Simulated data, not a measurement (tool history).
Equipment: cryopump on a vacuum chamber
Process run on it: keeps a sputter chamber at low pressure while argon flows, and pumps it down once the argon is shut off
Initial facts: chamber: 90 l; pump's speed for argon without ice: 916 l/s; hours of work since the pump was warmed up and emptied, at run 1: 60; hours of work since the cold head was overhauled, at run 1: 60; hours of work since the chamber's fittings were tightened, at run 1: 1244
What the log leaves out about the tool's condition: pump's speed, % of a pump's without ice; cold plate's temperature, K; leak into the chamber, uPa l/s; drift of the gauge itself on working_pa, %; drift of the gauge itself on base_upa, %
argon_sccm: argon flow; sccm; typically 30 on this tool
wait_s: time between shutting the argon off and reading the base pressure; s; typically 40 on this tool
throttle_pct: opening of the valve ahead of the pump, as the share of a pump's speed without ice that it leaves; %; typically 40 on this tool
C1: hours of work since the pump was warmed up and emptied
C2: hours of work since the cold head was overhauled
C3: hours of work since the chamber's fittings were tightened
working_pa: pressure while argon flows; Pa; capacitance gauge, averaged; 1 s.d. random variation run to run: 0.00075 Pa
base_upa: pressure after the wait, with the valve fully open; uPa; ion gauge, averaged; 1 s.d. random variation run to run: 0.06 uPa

Run 1, hour 0.0: usual settings; C1 60; C2 60; C3 1244. Result: working_pa 0.1403 Pa, base_upa 6.14 uPa.
Run 2, hour 42.1: usual settings but wait_s 169 s; C1 86; C2 86; C3 1270. Result: working_pa 0.1414 Pa, base_upa 3.54 uPa.
Run 3, hour 92.3: usual settings but throttle_pct 18 %; C1 117; C2 117; C3 1301. Result: working_pa 0.3106 Pa, base_upa 6.23 uPa.
Run 4, hour 121.4: usual settings but throttle_pct 18 %; C1 134; C2 134; C3 1318. Result: working_pa 0.3117 Pa, base_upa 6.36 uPa.
Run 5, hour 159.4: usual settings but argon_sccm 17 sccm, throttle_pct 18 %; C1 158; C2 158; C3 1342. Result: working_pa 0.1753 Pa, base_upa 6.31 uPa.
Run 6, hour 198.3: usual settings but argon_sccm 17 sccm, throttle_pct 18 %; C1 182; C2 182; C3 1366. Result: working_pa 0.1757 Pa, base_upa 6.29 uPa.
Run 7, hour 228.6: usual settings; C1 200; C2 200; C3 1384. Result: working_pa 0.1428 Pa, base_upa 6.37 uPa.
Run 8, hour 282.4: usual settings but argon_sccm 14 sccm; C1 233; C2 233; C3 1417. Result: working_pa 0.0672 Pa, base_upa 6.61 uPa.
Run 9, hour 319.4: usual settings; C1 256; C2 256; C3 1440. Result: working_pa 0.1425 Pa, base_upa 6.77 uPa.
Run 10, hour 361.2: usual settings; C1 282; C2 282; C3 1466. Result: working_pa 0.1440 Pa, base_upa 6.68 uPa.
Run 11, hour 407.3: usual settings; C1 310; C2 310; C3 1494. Result: working_pa 0.1427 Pa, base_upa 6.72 uPa.
Run 12, hour 450.9: usual settings but argon_sccm 42 sccm; C1 337; C2 337; C3 1521. Result: working_pa 0.2020 Pa, base_upa 6.69 uPa.
Run 13, hour 494.8: usual settings but argon_sccm 42 sccm; C1 364; C2 364; C3 1548. Result: working_pa 0.2027 Pa, base_upa 6.97 uPa.
Run 14, hour 535.8: usual settings but argon_sccm 42 sccm; C1 389; C2 389; C3 1573. Result: working_pa 0.2037 Pa, base_upa 7.09 uPa.
At hour 562.3: leaking fittings of the chamber tightened, without venting.
Run 15, hour 575.9: usual settings but throttle_pct 54 %; C1 412; C2 412; C3 8. Result: working_pa 0.1110 Pa, base_upa 3.87 uPa.
Run 16, hour 602.9: usual settings but throttle_pct 54 %; C1 429; C2 429; C3 25. Result: working_pa 0.1098 Pa, base_upa 3.79 uPa.
Run 17, hour 629.7: usual settings; C1 445; C2 445; C3 41. Result: working_pa 0.1468 Pa, base_upa 3.87 uPa.
Run 18, hour 682.0: usual settings but argon_sccm 20 sccm, wait_s 25 s, throttle_pct 42 %; C1 477; C2 477; C3 73. Result: working_pa 0.0943 Pa, base_upa 5.80 uPa.
Run 19, hour 732.1: usual settings but argon_sccm 20 sccm, wait_s 25 s, throttle_pct 42 %; C1 508; C2 508; C3 104. Result: working_pa 0.0941 Pa, base_upa 6.09 uPa.
Run 20, hour 755.3: usual settings but argon_sccm 20 sccm, wait_s 25 s, throttle_pct 42 %; C1 522; C2 522; C3 118. Result: working_pa 0.0950 Pa, base_upa 6.23 uPa.
Run 21, hour 803.9: usual settings but argon_sccm 20 sccm, wait_s 31 s, throttle_pct 52 %; C1 552; C2 552; C3 148. Result: working_pa 0.0765 Pa, base_upa 5.20 uPa.
Run 22, hour 846.4: usual settings but argon_sccm 59 sccm, wait_s 24 s, throttle_pct 53 %; C1 578; C2 578; C3 174. Result: working_pa 0.2253 Pa, base_upa 6.41 uPa.
Run 23, hour 897.7: usual settings but argon_sccm 24 sccm, wait_s 37 s, throttle_pct 55 %; C1 610; C2 610; C3 206. Result: working_pa 0.0884 Pa, base_upa 4.58 uPa.
Run 24, hour 943.5: usual settings but argon_sccm 24 sccm, wait_s 37 s, throttle_pct 55 %; C1 638; C2 638; C3 234. Result: working_pa 0.0900 Pa, base_upa 4.49 uPa.
Run 25, hour 969.7: usual settings but argon_sccm 37 sccm, wait_s 31 s, throttle_pct 26 %; C1 654; C2 654; C3 250. Result: working_pa 0.2777 Pa, base_upa 5.40 uPa.
Run 26, hour 1017.2: usual settings but argon_sccm 27 sccm, wait_s 63 s, throttle_pct 22 %; C1 683; C2 683; C3 279. Result: working_pa 0.2384 Pa, base_upa 3.15 uPa.
Run 27, hour 1060.3: usual settings but argon_sccm 18 sccm, wait_s 124 s, throttle_pct 22 %; C1 710; C2 710; C3 306. Result: working_pa 0.1587 Pa, base_upa 2.25 uPa.
Run 28, hour 1109.9: usual settings but argon_sccm 27 sccm, wait_s 59 s, throttle_pct 22 %; C1 740; C2 740; C3 336. Result: working_pa 0.2378 Pa, base_upa 3.47 uPa.
Run 29, hour 1153.9: usual settings but argon_sccm 28 sccm, wait_s 43 s, throttle_pct 21 %; C1 767; C2 767; C3 363. Result: working_pa 0.2583 Pa, base_upa 4.41 uPa.
Run 30, hour 1187.3: usual settings but argon_sccm 34 sccm; C1 788; C2 788; C3 384. Result: working_pa 0.1724 Pa, base_upa 4.74 uPa.
Run 31, hour 1224.2: usual settings but argon_sccm 34 sccm; C1 810; C2 810; C3 406. Result: working_pa 0.1725 Pa, base_upa 4.76 uPa.
Run 32, hour 1250.0: usual settings but wait_s 36 s; C1 826; C2 826; C3 422. Result: working_pa 0.1535 Pa, base_upa 5.36 uPa.
Run 33, hour 1291.1: usual settings but wait_s 22 s; C1 851; C2 851; C3 447. Result: working_pa 0.1540 Pa, base_upa 7.71 uPa.

Results per run with the tool's hidden condition removed, run-to-run variation unchanged:
run  working_pa  base_upa
  1      0.1387      3.81
  2      0.1394      1.15
  3      0.3082      3.79
  4      0.3090      3.85
  5      0.1736      3.76
  6      0.1738      3.72
  7      0.1391      3.75
  8      0.0652      3.82
  9      0.1379      3.88
 10      0.1390      3.79
 11      0.1373      3.77
 12      0.1938      3.70
 13      0.1939      3.83
 14      0.1944      3.85
 15      0.1040      3.80
 16      0.1024      3.68
 17      0.1392      3.74
 18      0.0889      5.60
 19      0.0883      5.82
 20      0.0890      5.93
 21      0.0702      4.83
 22      0.2059      6.00
 23      0.0800      4.08
 24      0.0811      3.94
 25      0.2637      4.80
 26      0.2277      2.49
 27      0.1513      1.50
 28      0.2261      2.67
 29      0.2456      3.54
 30      0.1565      3.81
 31      0.1560      3.76
 32      0.1387      4.30
 33      0.1387      6.62

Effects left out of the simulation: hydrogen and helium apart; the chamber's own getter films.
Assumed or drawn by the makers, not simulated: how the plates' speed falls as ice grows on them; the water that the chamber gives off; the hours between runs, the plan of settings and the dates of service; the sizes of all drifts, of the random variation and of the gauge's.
